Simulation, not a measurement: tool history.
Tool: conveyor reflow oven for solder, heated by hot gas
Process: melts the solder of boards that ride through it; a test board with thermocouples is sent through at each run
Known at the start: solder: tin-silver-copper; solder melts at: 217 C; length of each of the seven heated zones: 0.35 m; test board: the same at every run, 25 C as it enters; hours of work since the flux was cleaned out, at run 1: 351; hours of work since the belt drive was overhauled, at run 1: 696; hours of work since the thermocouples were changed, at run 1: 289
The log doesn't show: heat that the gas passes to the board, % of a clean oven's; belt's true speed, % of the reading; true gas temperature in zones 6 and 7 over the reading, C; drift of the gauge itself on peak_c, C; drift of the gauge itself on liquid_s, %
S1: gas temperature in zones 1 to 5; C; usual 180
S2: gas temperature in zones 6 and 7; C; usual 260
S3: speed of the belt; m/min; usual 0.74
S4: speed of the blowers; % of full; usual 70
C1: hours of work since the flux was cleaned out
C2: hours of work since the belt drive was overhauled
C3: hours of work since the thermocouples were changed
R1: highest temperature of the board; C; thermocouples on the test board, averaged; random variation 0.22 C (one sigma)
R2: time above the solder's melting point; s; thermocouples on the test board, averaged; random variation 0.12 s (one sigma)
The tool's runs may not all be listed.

run   hour   S1   S2     S3  S4   C1   C2   C3     R1    R2
  1      0  180  260   0.74  70  351  696  289  248.6  43.2
  2   16.7  180  260   0.74  54  359  705  297  246.2  40.8
  3     32  180  260   0.74  54  367  713  305  246.2  40.9
  4   53.4  180  260   0.74  54  379  724  317  246.3  40.9
  5   66.1  180  260   0.74  54  386  731  324  246.1  41.2
  6   85.8  189  260   0.74  54  396  741  334  247.9  45.1
  7  109.9  189  260   0.74  54  409  754  347  247.5  45.1
       124  -- flux residue cleaned out of gas plates and filters
  8  125.6  180  260   0.74  64    1  760  352  249.1  43.7
  9  147.8  180  260   0.74  64   13  771  364  249.1  43.7
 10  162.8  180  260   0.74  64   21  779  372  248.9  43.7
 11  183.2  180  258   0.74  70   31  790  383  248.4  43.4
     189.4  -- belt drive overhauled, speed set with a stopwatch
 12  208.6  180  260   0.85  70   43   10  394  246.8  35.8
 13  225.9  180  260   0.74  63   52   19  403  249.1  43.5
     240.8  -- belt drive overhauled, speed set with a stopwatch, once more
 14  252.8  180  260   0.74  70   64    6  415  249.8  43.6
 15  276.3  180  260  0.806  70   76   19  428  247.5  38.2
 16  301.9  190  265   0.86  63   90   32  441  250.7  39.4
 17  321.9  180  256   0.74  79  101   43  452  247.2  42.8
 18  341.1  180  260  0.815  70  111   53  462  247.3  37.6
 19  357.2  193  260   0.78  60  119   62  471  249.4  44.7
 20  381.8  193  260   0.78  60  132   75  484  248.4  44.6
 21  403.7  178  265  0.793  70  144   86  495  251.9  40.8
 22  419.6  185  260   0.74  52  152   95  504  247.5  43.1
 23  432.8  173  273   0.74  70  159  102  511  260.5  46.6
 24  455.2  180  260  0.732  89  171  114  523  251.9    46
 25  474.3  180  260   0.74  73  181  124  533  249.8  43.8
 26  491.3  187  267  0.754  73  190  133  542  256.9  48.1
 27  509.4  180  260   0.66  87  200  142  551    254  52.3
 28  534.3  180  268  0.738  51  213  155  564  253.4  44.9
 29  560.3  180  268  0.738  51  227  169  578  253.7  44.7
 30  580.5  180  268  0.738  51  237  180  589  252.8  44.7

Measured less the same run without the tool's hidden state. The same run-to-run variation is in both; the gauge's scatter may not be:
run    R1    R2
  1  -0.4  -0.1
  2  -0.3  -0.1
  3  -0.2  -0.1
  4  -0.3  -0.1
  5  -0.3  -0.1
  6  -0.2    +0
  7  -0.2    +0
  8  +0.8  +0.9
  9  +0.8  +0.9
 10  +0.9  +0.9
 11  +0.9  +0.8
 12  +0.9  +0.9
 13  +0.9  +1.1
 14  +0.6  +0.1
 15  +0.5  +0.1
 16  +0.5    +0
 17  +0.6    +0
 18  +0.5    +0
 19  +0.6  +0.1
 20  +0.6  +0.1
 21  +0.4    +0
 22  +0.6  +0.2
 23  +0.4    +0
 24  +0.5    +0
 25  +0.5    +0
 26  +0.4  +0.1
 27  +0.7  +0.1
 28  +0.5  +0.1
 29  +0.5  +0.1
 30  +0.4  +0.1
